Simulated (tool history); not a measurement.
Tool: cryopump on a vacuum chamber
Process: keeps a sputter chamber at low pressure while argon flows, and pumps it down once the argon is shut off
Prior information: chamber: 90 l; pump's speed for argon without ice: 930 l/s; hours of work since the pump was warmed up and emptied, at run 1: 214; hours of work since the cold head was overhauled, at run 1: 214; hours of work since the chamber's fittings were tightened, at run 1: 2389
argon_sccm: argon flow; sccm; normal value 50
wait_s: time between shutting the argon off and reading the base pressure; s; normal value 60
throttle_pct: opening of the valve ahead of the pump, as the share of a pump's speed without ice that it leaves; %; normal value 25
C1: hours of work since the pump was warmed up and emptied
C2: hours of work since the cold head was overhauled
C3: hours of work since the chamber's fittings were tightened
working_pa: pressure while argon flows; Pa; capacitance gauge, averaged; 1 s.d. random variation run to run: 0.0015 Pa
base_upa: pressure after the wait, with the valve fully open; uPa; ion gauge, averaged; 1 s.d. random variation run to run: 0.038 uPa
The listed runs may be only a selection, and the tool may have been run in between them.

run 1 hour=0.0 | argon_sccm=50 wait_s=60 throttle_pct=25 | C1=214 C2=214 C3=2389 | working_pa=0.3790 base_upa=6.89
run 2 hour=15.4 | argon_sccm=50 wait_s=60 throttle_pct=25 | C1=221 C2=221 C3=2397 | working_pa=0.3776 base_upa=6.80
run 3 hour=23.5 | argon_sccm=50 wait_s=83 throttle_pct=25 | C1=225 C2=225 C3=2401 | working_pa=0.3762 base_upa=6.40
run 4 hour=30.5 | argon_sccm=50 wait_s=60 throttle_pct=35 | C1=229 C2=229 C3=2405 | working_pa=0.2739 base_upa=6.91
run 5 hour=38.4 | argon_sccm=50 wait_s=60 throttle_pct=35 | C1=233 C2=233 C3=2409 | working_pa=0.2724 base_upa=7.01
run 6 hour=52.2 | argon_sccm=50 wait_s=60 throttle_pct=35 | C1=240 C2=240 C3=2416 | working_pa=0.2740 base_upa=7.20
run 7 hour=64.7 | argon_sccm=50 wait_s=60 throttle_pct=35 | C1=246 C2=246 C3=2422 | working_pa=0.2786 base_upa=7.06
-- hour=78.2 leaking fittings of the chamber tightened, without venting
run 8 hour=81.5 | argon_sccm=50 wait_s=60 throttle_pct=25 | C1=254 C2=254 C3=2 | working_pa=0.3794 base_upa=2.27
run 9 hour=90.2 | argon_sccm=50 wait_s=60 throttle_pct=25 | C1=258 C2=258 C3=6 | working_pa=0.3813 base_upa=2.26
run 10 hour=101.7 | argon_sccm=50 wait_s=60 throttle_pct=25 | C1=264 C2=264 C3=12 | working_pa=0.3819 base_upa=2.30
run 11 hour=113.5 | argon_sccm=50 wait_s=60 throttle_pct=25 | C1=270 C2=270 C3=18 | working_pa=0.3794 base_upa=2.26
run 12 hour=130.2 | argon_sccm=50 wait_s=92 throttle_pct=25 | C1=278 C2=278 C3=26 | working_pa=0.3827 base_upa=1.71
run 13 hour=145.8 | argon_sccm=50 wait_s=92 throttle_pct=25 | C1=286 C2=286 C3=34 | working_pa=0.3808 base_upa=1.71
run 14 hour=157.1 | argon_sccm=50 wait_s=60 throttle_pct=25 | C1=292 C2=292 C3=40 | working_pa=0.3815 base_upa=2.35
run 15 hour=170.2 | argon_sccm=50 wait_s=60 throttle_pct=25 | C1=299 C2=299 C3=46 | working_pa=0.3815 base_upa=2.35
run 16 hour=179.8 | argon_sccm=50 wait_s=60 throttle_pct=25 | C1=303 C2=303 C3=51 | working_pa=0.3833 base_upa=2.48
run 17 hour=189.1 | argon_sccm=50 wait_s=60 throttle_pct=25 | C1=308 C2=308 C3=56 | working_pa=0.3818 base_upa=2.50
run 18 hour=202.9 | argon_sccm=95 wait_s=60 throttle_pct=25 | C1=315 C2=315 C3=63 | working_pa=0.7298 base_upa=2.39
run 19 hour=212.8 | argon_sccm=95 wait_s=60 throttle_pct=25 | C1=320 C2=320 C3=68 | working_pa=0.7308 base_upa=2.36
run 20 hour=221.3 | argon_sccm=73 wait_s=50 throttle_pct=25 | C1=324 C2=324 C3=72 | working_pa=0.5635 base_upa=2.81
run 21 hour=236.1 | argon_sccm=23 wait_s=43 throttle_pct=25 | C1=332 C2=332 C3=80 | working_pa=0.1780 base_upa=3.17
run 22 hour=250.8 | argon_sccm=23 wait_s=43 throttle_pct=25 | C1=339 C2=339 C3=87 | working_pa=0.1756 base_upa=3.19
run 23 hour=263.8 | argon_sccm=23 wait_s=43 throttle_pct=25 | C1=346 C2=346 C3=94 | working_pa=0.1765 base_upa=3.24
run 24 hour=271.6 | argon_sccm=23 wait_s=43 throttle_pct=25 | C1=350 C2=350 C3=98 | working_pa=0.1773 base_upa=3.24
run 25 hour=288.0 | argon_sccm=23 wait_s=43 throttle_pct=25 | C1=358 C2=358 C3=106 | working_pa=0.1777 base_upa=3.21
run 26 hour=297.5 | argon_sccm=23 wait_s=156 throttle_pct=23 | C1=363 C2=363 C3=111 | working_pa=0.1936 base_upa=1.40
run 27 hour=305.3 | argon_sccm=23 wait_s=156 throttle_pct=23 | C1=367 C2=367 C3=115 | working_pa=0.1937 base_upa=1.44
run 28 hour=318.3 | argon_sccm=59 wait_s=107 throttle_pct=18 | C1=373 C2=373 C3=121 | working_pa=0.6238 base_upa=1.74
run 29 hour=327.5 | argon_sccm=59 wait_s=107 throttle_pct=18 | C1=378 C2=378 C3=126 | working_pa=0.6281 base_upa=1.77
run 30 hour=334.5 | argon_sccm=59 wait_s=107 throttle_pct=18 | C1=382 C2=382 C3=130 | working_pa=0.6270 base_upa=1.83
run 31 hour=346.2 | argon_sccm=59 wait_s=107 throttle_pct=18 | C1=387 C2=387 C3=135 | working_pa=0.6272 base_upa=1.83
run 32 hour=362.8 | argon_sccm=59 wait_s=107 throttle_pct=18 | C1=396 C2=396 C3=144 | working_pa=0.6320 base_upa=1.83
run 33 hour=376.2 | argon_sccm=60 wait_s=94 throttle_pct=25 | C1=403 C2=403 C3=151 | working_pa=0.4694 base_upa=1.99
run 34 hour=390.6 | argon_sccm=69 wait_s=23 throttle_pct=28 | C1=410 C2=410 C3=158 | working_pa=0.4870 base_upa=5.44

What if the next run were any one of these 4? Each begins from the tool's condition after run 34:
run A hour=405.2 | argon_sccm=69 wait_s=23 throttle_pct=51 | C1=417 C2=417 C3=165 | working_pa=? base_upa=?
run B hour=405.2 | argon_sccm=69 wait_s=23 throttle_pct=26 | C1=417 C2=417 C3=165 | working_pa=? base_upa=?
run C hour=405.2 | argon_sccm=32 wait_s=23 throttle_pct=28 | C1=417 C2=417 C3=165 | working_pa=? base_upa=?
run D hour=405.2 | argon_sccm=69 wait_s=99 throttle_pct=38 | C1=417 C2=417 C3=165 | working_pa=? base_upa=?

run=A working_pa=0.2845 base_upa=5.63
run=B working_pa=0.5207 base_upa=5.68
run=C working_pa=0.2270 base_upa=5.65
run=D working_pa=0.3699 base_upa=2.01
With the hidden condition removed and each run's random variation left untouched, the same runs would have given:
run=A working_pa=0.2452 base_upa=5.12
run=B working_pa=0.4814 base_upa=5.16
run=C working_pa=0.2086 base_upa=5.13
run=D working_pa=0.3303 base_upa=1.48

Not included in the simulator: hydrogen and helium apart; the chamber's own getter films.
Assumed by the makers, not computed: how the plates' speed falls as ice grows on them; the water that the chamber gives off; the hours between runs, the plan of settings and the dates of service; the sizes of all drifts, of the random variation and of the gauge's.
